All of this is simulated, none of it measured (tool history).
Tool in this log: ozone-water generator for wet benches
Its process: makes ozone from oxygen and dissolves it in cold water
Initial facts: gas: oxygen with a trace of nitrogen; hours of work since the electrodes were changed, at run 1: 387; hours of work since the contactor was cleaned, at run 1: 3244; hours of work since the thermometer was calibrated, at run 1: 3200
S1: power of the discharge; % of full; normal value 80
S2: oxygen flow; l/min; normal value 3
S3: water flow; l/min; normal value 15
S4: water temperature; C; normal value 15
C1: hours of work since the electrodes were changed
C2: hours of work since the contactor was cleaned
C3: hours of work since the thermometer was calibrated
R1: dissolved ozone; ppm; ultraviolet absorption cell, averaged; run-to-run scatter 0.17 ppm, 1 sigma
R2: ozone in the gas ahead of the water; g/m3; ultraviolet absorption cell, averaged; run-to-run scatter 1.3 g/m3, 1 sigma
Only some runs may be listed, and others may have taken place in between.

Run 1, day 0: usual settings; C1 387; C2 3244; C3 3200. Result: R1 21.9 ppm, R2 229.2 g/m3.
Run 2, day 1.125: usual settings; C1 413; C2 3270; C3 3226. Result: R1 21.8 ppm, R2 229.8 g/m3.
Run 3, day 1.738: usual settings; C1 427; C2 3285; C3 3240. Result: R1 22.1 ppm, R2 232.1 g/m3.
Run 4, day 2.8: usual settings; C1 452; C2 3309; C3 3265. Result: R1 21.9 ppm, R2 229.7 g/m3.
Run 5, day 3.521: usual settings; C1 469; C2 3326; C3 3282. Result: R1 21.9 ppm, R2 229.9 g/m3.
Run 6, day 4.379: usual settings but S1 91 % of full; C1 488; C2 3346; C3 3302. Result: R1 24.6 ppm, R2 258 g/m3.
Run 7, day 5.717: usual settings but S1 91 % of full; C1 520; C2 3377; C3 3333. Result: R1 24.4 ppm, R2 257.7 g/m3.
Run 8, day 6.458: usual settings but S1 53 % of full; C1 537; C2 3395; C3 3350. Result: R1 15.5 ppm, R2 162.8 g/m3.
Run 9, day 7.367: usual settings but S1 48 % of full; C1 558; C2 3416; C3 3371. Result: R1 14.4 ppm, R2 149.8 g/m3.
At day 7.662: water thermometer calibrated.
Run 10, day 8.817: usual settings but S1 48 % of full; C1 591; C2 3449; C3 27. Result: R1 14.5 ppm, R2 149.4 g/m3.
Run 11, day 9.692: usual settings but S1 48 % of full; C1 612; C2 3469; C3 47. Result: R1 14.3 ppm, R2 150.6 g/m3.
Run 12, day 10.412: usual settings but S1 66 % of full; C1 629; C2 3486; C3 64. Result: R1 18.8 ppm, R2 196.1 g/m3.
Run 13, day 10.996: usual settings but S1 66 % of full; C1 642; C2 3500; C3 78. Result: R1 18.3 ppm, R2 195.7 g/m3.
Run 14, day 12.358: usual settings but S1 66 % of full; C1 674; C2 3532; C3 109. Result: R1 18.4 ppm, R2 197.1 g/m3.
Run 15, day 13.6: usual settings but S2 2.19 l/min; C1 703; C2 3560; C3 138. Result: R1 19.6 ppm, R2 257 g/m3.
Run 16, day 14.975: usual settings but S2 2.19 l/min; C1 735; C2 3592; C3 170. Result: R1 19.5 ppm, R2 256.3 g/m3.
Run 17, day 15.575: usual settings but S1 86 % of full, S2 4.63 l/min, S3 17 l/min; C1 749; C2 3606; C3 184. Result: R1 23.5 ppm, R2 211 g/m3.
Run 18, day 16.642: usual settings but S1 100 % of full, S2 3.9 l/min, S3 14 l/min, S4 9 C; C1 774; C2 3631; C3 209. Result: R1 32.5 ppm, R2 253 g/m3.
Run 19, day 17.217: usual settings but S1 86 % of full, S2 3.9 l/min, S3 14 l/min, S4 22 C; C1 787; C2 3645; C3 223. Result: R1 23.5 ppm, R2 224.7 g/m3.
Run 20, day 17.979: usual settings but S1 45 % of full, S2 4.21 l/min, S3 13 l/min, S4 9 C; C1 805; C2 3663; C3 240. Result: R1 17.8 ppm, R2 126.6 g/m3.
Run 21, day 18.667: usual settings but S1 51 % of full, S2 2.2 l/min, S3 13 l/min, S4 12 C; C1 821; C2 3678; C3 256. Result: R1 15.8 ppm, R2 172.9 g/m3.
Run 22, day 19.333: usual settings but S1 57 % of full, S2 2.85 l/min; C1 836; C2 3694; C3 272. Result: R1 16.3 ppm, R2 176.5 g/m3.
Run 23, day 20.021: usual settings but S1 57 % of full, S2 2.85 l/min; C1 852; C2 3710; C3 288. Result: R1 16.2 ppm, R2 175.4 g/m3.
Run 24, day 20.904: usual settings but S1 57 % of full, S2 2.85 l/min; C1 873; C2 3731; C3 308. Result: R1 16.1 ppm, R2 176 g/m3.
Run 25, day 21.742: usual settings but S1 83 % of full, S2 2.76 l/min; C1 892; C2 3750; C3 328. Result: R1 22.1 ppm, R2 242.8 g/m3.
Run 26, day 23.133: usual settings but S1 83 % of full, S2 2.76 l/min; C1 925; C2 3783; C3 360. Result: R1 22.2 ppm, R2 241.5 g/m3.
Run 27, day 23.9: usual settings but S1 68 % of full, S2 4.9 l/min, S3 14 l/min, S4 11 C; C1 943; C2 3800; C3 378. Result: R1 24 ppm, R2 167.8 g/m3.
Run 28, day 25.283: usual settings but S1 68 % of full, S2 4.9 l/min, S3 14 l/min, S4 11 C; C1 975; C2 3833; C3 410. Result: R1 23.8 ppm, R2 167.6 g/m3.
Run 29, day 26.633: usual settings but S2 1.78 l/min, S3 24 l/min; C1 1006; C2 3864; C3 442. Result: R1 11.3 ppm, R2 273.2 g/m3.
Run 30, day 27.554: usual settings but S1 67 % of full, S2 1.78 l/min, S3 19 l/min; C1 1028; C2 3886; C3 463. Result: R1 12.2 ppm, R2 235.5 g/m3.
Run 31, day 28.867: usual settings but S1 67 % of full, S2 1.78 l/min, S3 19 l/min; C1 1058; C2 3916; C3 494. Result: R1 12.4 ppm, R2 232.8 g/m3.
Run 32, day 30.208: usual settings but S1 65 % of full, S2 1.89 l/min, S3 9 l/min, S4 21 C; C1 1090; C2 3947; C3 525. Result: R1 22.5 ppm, R2 224 g/m3.

Each row is a separate what-if for the run after 32, all from the same tool condition, not one after another. Results?
Run A, day 31.204: usual settings but S3 11 l/min; C1 1113; C2 3970; C3 548. Result: R1 ?, R2 ?.
Run B, day 31.204: usual settings but S1 65 % of full, S2 1.96 l/min, S3 14 l/min, S4 21 C; C1 1113; C2 3970; C3 548. Result: R1 ?, R2 ?.
Run C, day 31.204: usual settings but S2 1.75 l/min; C1 1113; C2 3970; C3 548. Result: R1 ?, R2 ?.
Run D, day 31.204: usual settings but S1 65 % of full, S4 8 C; C1 1113; C2 3970; C3 548. Result: R1 ?, R2 ?.
Run E, day 31.204: usual settings but S1 84 % of full; C1 1113; C2 3970; C3 548. Result: R1 ?, R2 ?.

run    R1     R2
  A  27.7  226.7
  B  15.7  221.7
  C    18  273.4
  D  19.6  189.7
  E  22.7  236.7
With no hidden state in the tool, these same runs would have given:
run    R1     R2
  A  28.9  230.5
  B  16.4  224.7
  C  18.8  277.9
  D  20.5  192.3
  E  23.8  240.7
